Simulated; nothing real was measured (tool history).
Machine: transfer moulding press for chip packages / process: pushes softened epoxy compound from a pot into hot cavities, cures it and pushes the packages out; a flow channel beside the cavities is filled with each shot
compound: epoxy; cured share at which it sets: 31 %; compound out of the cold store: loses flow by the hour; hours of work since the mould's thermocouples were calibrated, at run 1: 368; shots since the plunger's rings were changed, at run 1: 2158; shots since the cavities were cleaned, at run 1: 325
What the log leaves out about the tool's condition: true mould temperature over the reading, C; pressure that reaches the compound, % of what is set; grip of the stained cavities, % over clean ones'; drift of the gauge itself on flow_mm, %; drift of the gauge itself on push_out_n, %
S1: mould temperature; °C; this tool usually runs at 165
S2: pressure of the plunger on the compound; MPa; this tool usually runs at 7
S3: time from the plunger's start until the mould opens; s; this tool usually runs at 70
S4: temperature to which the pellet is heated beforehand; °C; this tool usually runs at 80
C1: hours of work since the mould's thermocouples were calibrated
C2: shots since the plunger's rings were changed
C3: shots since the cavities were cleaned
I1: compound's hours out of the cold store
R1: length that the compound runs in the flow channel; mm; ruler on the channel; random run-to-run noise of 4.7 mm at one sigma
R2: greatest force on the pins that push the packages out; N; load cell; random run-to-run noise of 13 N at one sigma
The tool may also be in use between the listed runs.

run 1 hour=0 | S1=165 S2=7 S3=70 S4=80 | C1=368 C2=2158 C3=325 | I1=43.4 | R1=501 R2=851
-- hour=38.7 cavities cleaned with cleaning compound and waxed
run 2 hour=63.5 | S1=165 S2=6.27 S3=70 S4=80 | C1=403 C2=2905 C3=298 | I1=29.2 | R1=509 R2=830
-- hour=103.1 cavities cleaned with cleaning compound and waxed
-- hour=109.3 mould's thermocouples calibrated
run 3 hour=153.9 | S1=165 S2=6.27 S3=70 S4=80 | C1=25 C2=3954 C3=589 | I1=34.7 | R1=477 R2=880
-- hour=169.6 cavities cleaned with cleaning compound and waxed
-- hour=235.4 cavities cleaned with cleaning compound and waxed
run 4 hour=242.2 | S1=165 S2=6.27 S3=76 S4=80 | C1=72 C2=4982 C3=82 | I1=15.6 | R1=528 R2=593
-- hour=306.5 cavities cleaned with cleaning compound and waxed
-- hour=314.4 plunger's sealing rings changed
run 5 hour=332.5 | S1=165 S2=6.27 S3=76 S4=80 | C1=120 C2=218 C3=283 | I1=14.1 | R1=566 R2=690
-- hour=373.8 cavities cleaned with cleaning compound and waxed
run 6 hour=402.1 | S1=165 S2=6.27 S3=76 S4=80 | C1=157 C2=1039 C3=340 | I1=17.2 | R1=550 R2=679
-- hour=443.6 cavities cleaned with cleaning compound and waxed
-- hour=507.1 cavities cleaned with cleaning compound and waxed
run 7 hour=508.3 | S1=165 S2=6.27 S3=76 S4=80 | C1=215 C2=2283 C3=14 | I1=8.2 | R1=573 R2=591
-- hour=572.7 cavities cleaned with cleaning compound and waxed
run 8 hour=598.8 | S1=165 S2=6.27 S3=52 S4=80 | C1=264 C2=3357 C3=315 | I1=39.7 | R1=474 R2=1707
-- hour=640.3 cavities cleaned with cleaning compound and waxed
run 9 hour=667 | S1=165 S2=6.27 S3=52 S4=80 | C1=301 C2=4161 C3=322 | I1=22.6 | R1=518 R2=1879
-- hour=703.5 cavities cleaned with cleaning compound and waxed
-- hour=770.4 cavities cleaned with cleaning compound and waxed
run 10 hour=770.4 | S1=165 S2=6.27 S3=52 S4=80 | C1=356 C2=5372 C3=0 | I1=16.9 | R1=524 R2=1512
-- hour=809.8 plunger's sealing rings changed
-- hour=837.8 cavities cleaned with cleaning compound and waxed
run 11 hour=862.2 | S1=165 S2=6.27 S3=52 S4=80 | C1=405 C2=614 C3=294 | I1=35.8 | R1=501 R2=1744
-- hour=909.1 mould's thermocouples calibrated
-- hour=910.6 cavities cleaned with cleaning compound and waxed
run 12 hour=918.9 | S1=165 S2=6.27 S3=52 S4=80 | C1=5 C2=1255 C3=100 | I1=28.8 | R1=509 R2=1545
-- hour=978.9 cavities cleaned with cleaning compound and waxed
run 13 hour=1019.7 | S1=165 S2=7 S3=93 S4=85 | C1=60 C2=2452 C3=492 | I1=13.6 | R1=587 R2=556
-- hour=1043.3 cavities cleaned with cleaning compound and waxed
run 14 hour=1098.9 | S1=165 S2=7 S3=93 S4=85 | C1=103 C2=3389 C3=671 | I1=35.9 | R1=505 R2=572
-- hour=1109 cavities cleaned with cleaning compound and waxed
-- hour=1179.8 cavities cleaned with cleaning compound and waxed
run 15 hour=1194 | S1=158 S2=6.18 S3=100 S4=81 | C1=154 C2=4499 C3=171 | I1=12 | R1=562 R2=580
run 16 hour=1236.7 | S1=163 S2=8.54 S3=70 S4=74 | C1=177 C2=5014 C3=686 | I1=31.9 | R1=571 R2=1095
-- hour=1246.2 cavities cleaned with cleaning compound and waxed
-- hour=1304.4 plunger's sealing rings changed
-- hour=1311.2 cavities cleaned with cleaning compound and waxed
run 17 hour=1338.1 | S1=171 S2=5.61 S3=70 S4=71 | C1=230 C2=388 C3=324 | I1=9.3 | R1=539 R2=590
-- hour=1376.5 cavities cleaned with cleaning compound and waxed
run 18 hour=1391.5 | S1=171 S2=5.61 S3=70 S4=71 | C1=259 C2=1014 C3=180 | I1=36.6 | R1=451 R2=555
-- hour=1443.5 cavities cleaned with cleaning compound and waxed
run 19 hour=1464 | S1=171 S2=5.61 S3=85 S4=72 | C1=298 C2=1870 C3=247 | I1=23.2 | R1=495 R2=467
-- hour=1508.7 cavities cleaned with cleaning compound and waxed
run 20 hour=1528.6 | S1=165 S2=7.16 S3=70 S4=80 | C1=333 C2=2630 C3=239 | I1=47 | R1=497 R2=730
-- hour=1575.2 cavities cleaned with cleaning compound and waxed
run 21 hour=1622.2 | S1=165 S2=6.8 S3=86 S4=78 | C1=384 C2=3741 C3=567 | I1=36 | R1=500 R2=651
-- hour=1638.4 cavities cleaned with cleaning compound and waxed
run 22 hour=1683.3 | S1=165 S2=6.84 S3=86 S4=82 | C1=417 C2=4460 C3=542 | I1=16.6 | R1=546 R2=629

Expected results for the next run?
-- hour=1705.8 mould's thermocouples calibrated
-- hour=1707.3 cavities cleaned with cleaning compound and waxed
run 23 hour=1729.4 | S1=165 S2=6.84 S3=86 S4=82 | C1=12 C2=4973 C3=266 | I1=26.9 | R1=? R2=?

R1: 519 mm
R2: 535 N
Take away the tool's hidden state, keep the run-to-run variation as it was, and the same run would have given R1 554 mm, R2 413 N.
